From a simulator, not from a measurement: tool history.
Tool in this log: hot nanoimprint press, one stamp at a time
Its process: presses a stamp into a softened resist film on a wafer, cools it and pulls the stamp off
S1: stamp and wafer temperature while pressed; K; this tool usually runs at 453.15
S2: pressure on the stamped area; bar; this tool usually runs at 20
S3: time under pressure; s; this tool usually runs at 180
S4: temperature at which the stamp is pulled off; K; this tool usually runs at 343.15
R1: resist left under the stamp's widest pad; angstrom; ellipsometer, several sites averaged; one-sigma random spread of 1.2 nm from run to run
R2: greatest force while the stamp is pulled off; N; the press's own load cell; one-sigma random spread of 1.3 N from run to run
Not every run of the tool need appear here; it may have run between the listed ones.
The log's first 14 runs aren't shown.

Run 15, day 4.588: usual settings. Result: R1 2773 angstrom, R2 125 N.
Run 16, day 4.967: usual settings. Result: R1 2781 angstrom, R2 128 N.
Run 17, day 5.312: usual settings. Result: R1 2758 angstrom, R2 127 N.
Run 18, day 5.521: usual settings. Result: R1 2784 angstrom, R2 127 N.
Run 19, day 5.871: usual settings but S1 449.15 K, S4 334.15 K. Result: R1 3070 angstrom, R2 152 N.
At day 6.033: plate thermocouple calibrated.
Run 20, day 6.358: usual settings but S1 449.15 K, S4 334.15 K. Result: R1 3081 angstrom, R2 152 N.
Run 21, day 6.688: usual settings but S1 446.15 K, S4 349.15 K. Result: R1 3282 angstrom, R2 114 N.
At day 7.004: plate thermocouple calibrated, once more.
Run 22, day 7.267: usual settings but S1 446.15 K, S4 349.15 K. Result: R1 3229 angstrom, R2 113 N.
Run 23, day 7.496: usual settings but S1 446.15 K, S4 349.15 K. Result: R1 3257 angstrom, R2 113 N.
Run 24, day 7.800: usual settings but S3 238 s. Result: R1 2520 angstrom, R2 129 N.
Run 25, day 8.108: usual settings but S3 238 s. Result: R1 2515 angstrom, R2 131 N.
Run 26, day 8.308: usual settings but S4 345.15 K. Result: R1 2746 angstrom, R2 126 N.
Run 27, day 8.508: usual settings but S4 350.15 K. Result: R1 2782 angstrom, R2 114 N.

Run 28 comes next. What will it give?
Run 28, day 8.892: usual settings but S4 350.15 K. Result: R1 ?, R2 ?.

Run 28 came out at R1 2767 angstrom, R2 110 N.
Take away the tool's hidden state, keep the run-to-run variation as it was, and the same run would have given R1 2740 angstrom, R2 102 N.

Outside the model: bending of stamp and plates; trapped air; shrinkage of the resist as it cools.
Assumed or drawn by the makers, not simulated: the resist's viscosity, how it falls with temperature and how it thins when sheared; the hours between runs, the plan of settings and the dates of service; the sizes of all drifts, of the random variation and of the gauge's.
